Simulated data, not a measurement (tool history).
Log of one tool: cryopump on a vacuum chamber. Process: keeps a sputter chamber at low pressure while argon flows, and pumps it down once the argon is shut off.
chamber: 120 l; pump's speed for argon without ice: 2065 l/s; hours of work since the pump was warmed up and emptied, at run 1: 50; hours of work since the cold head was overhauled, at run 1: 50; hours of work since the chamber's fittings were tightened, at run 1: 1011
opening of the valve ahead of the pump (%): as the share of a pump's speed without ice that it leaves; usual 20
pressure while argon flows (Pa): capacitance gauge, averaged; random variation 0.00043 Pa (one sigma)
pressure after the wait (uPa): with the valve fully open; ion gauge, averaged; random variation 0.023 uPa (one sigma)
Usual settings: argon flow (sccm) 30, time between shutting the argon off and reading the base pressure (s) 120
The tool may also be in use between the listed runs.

run    hour  argon flow (sccm)  time between shutting the argon off and reading the base pressure (s)  opening of the valve ahead of the pump (%)  hours of work since the pump was warmed up and emptied  hours of work since the cold head was overhauled  hours of work since the chamber's fittings were tightened  pressure while argon flows (Pa)  pressure after the wait (uPa)
  1       0                 30                                                                    120                                          20                                                      50                                                50                                                       1011                           0.1232                           1.32
  2    38.5                 30                                                                    120                                          20                                                      66                                                66                                                       1027                           0.1232                           1.35
  3      88                 30                                                                    120                                          20                                                      87                                                87                                                       1049                           0.1241                           1.36
  4   138.1                 30                                                                    120                                          20                                                     109                                               109                                                       1070                           0.1232                           1.35
  5   186.2                 30                                                                    120                                          20                                                     129                                               129                                                       1090                           0.1228                           1.35
  6   233.6                 30                                                                     39                                          20                                                     149                                               149                                                       1110                           0.1243                           2.56
  7   271.6                 47                                                                    120                                          20                                                     165                                               165                                                       1127                           0.1943                           1.42
  8   303.7                 47                                                                    120                                          20                                                     179                                               179                                                       1140                           0.1942                           1.41
  9   343.1                 30                                                                    120                                          20                                                     196                                               196                                                       1157                           0.1243                           1.43
 10   374.3                 15                                                                    120                                          20                                                     209                                               209                                                       1170                           0.0619                           1.48
 11   420.8                 16                                                                    120                                          20                                                     229                                               229                                                       1190                           0.0662                           1.45
 12   443.8                 30                                                                    120                                          18                                                     239                                               239                                                       1200                           0.1371                           1.48
 13   500.1                 30                                                                    286                                          18                                                     262                                               262                                                       1224                           0.1381                            1.2
 14   538.9                 30                                                                    286                                          18                                                     279                                               279                                                       1240                           0.1389                            1.2
 15   572.4                 30                                                                    120                                          20                                                     293                                               293                                                       1254                           0.1246                           1.52
 16   611.8                 30                                                                    120                                          20                                                     310                                               310                                                       1271                           0.1256                           1.58
 17     648                 30                                                                    120                                          20                                                     325                                               325                                                       1286                           0.1247                           1.59
 18   692.4                 30                                                                    120                                          20                                                     344                                               344                                                       1305                           0.1251                           1.56
 19   730.8                 30                                                                    120                                          20                                                     360                                               360                                                       1322                           0.1252                           1.57
 20   775.7                 30                                                                    120                                          20                                                     380                                               380                                                       1341                           0.1261                           1.64
 21   823.3                 30                                                                    272                                          42                                                     400                                               400                                                       1361                           0.0618                           1.29
 22   874.1                 26                                                                     34                                          20                                                     421                                               421                                                       1382                           0.1096                           3.06
 23   930.2                 43                                                                    102                                          15                                                     445                                               445                                                       1406                           0.2403                           1.75
 24   953.8                 13                                                                    144                                          18                                                     455                                               455                                                       1416                           0.0601                           1.65
 25   982.7                 30                                                                     28                                          27                                                     467                                               467                                                       1429                           0.0948                           3.49
 26    1032                 12                                                                     28                                          27                                                     488                                               488                                                       1449                           0.0371                           3.57
 27  1074.2                 23                                                                     25                                          56                                                     506                                               506                                                       1467                            0.036                           3.91
 28  1127.7                 52                                                                     89                                          16                                                     529                                               529                                                       1490                           0.2747                           1.96
 29  1178.1                 30                                                                     23                                          15                                                     550                                               550                                                       1512                           0.1684                           4.03
 30    1234                 29                                                                     23                                          15                                                     574                                               574                                                       1535                            0.163                           4.11
 31  1275.7                 29                                                                     23                                          15                                                     592                                               592                                                       1553                           0.1633                           4.21
 32  1299.9                 30                                                                    120                                          15                                                     602                                               602                                                       1563                           0.1686                           1.87
 33  1328.2                 30                                                                     45                                          31                                                     614                                               614                                                       1575                           0.0845                           2.76

Some steps in pressure while argon flows (Pa) between neighbouring runs. How much of each would the tool show without its hidden state too (settings, what came in, random variation), and how much is left for the hidden state, with any gauge scatter that isn't in both results?
The hidden state here: pump's speed, % of a pump's without ice; cold plate's temperature, K; leak into the chamber, uPa l/s; drift of the gauge itself on working_pa, %; drift of the gauge itself on base_upa, %.
Run 22 -> 23: argon flow (sccm) 26 -> 43, time between shutting the argon off and reading the base pressure (s) 34 -> 102, opening of the valve ahead of the pump (%) 20 -> 15. pressure while argon flows (Pa) +0.1307: hidden state +0.0021, all else +0.1286.
Run 23 -> 24: argon flow (sccm) 43 -> 13, time between shutting the argon off and reading the base pressure (s) 102 -> 144, opening of the valve ahead of the pump (%) 15 -> 18. pressure while argon flows (Pa) -0.1802: hidden state -0.0034, all else -0.1768.
Run 27 -> 28: argon flow (sccm) 23 -> 52, time between shutting the argon off and reading the base pressure (s) 25 -> 89, opening of the valve ahead of the pump (%) 56 -> 16. pressure while argon flows (Pa) +0.2387: hidden state +0.0042, all else +0.2345.
Run 28 -> 29: argon flow (sccm) 52 -> 30, time between shutting the argon off and reading the base pressure (s) 89 -> 23, opening of the valve ahead of the pump (%) 16 -> 15. pressure while argon flows (Pa) -0.1063: hidden state -0.0029, all else -0.1034.
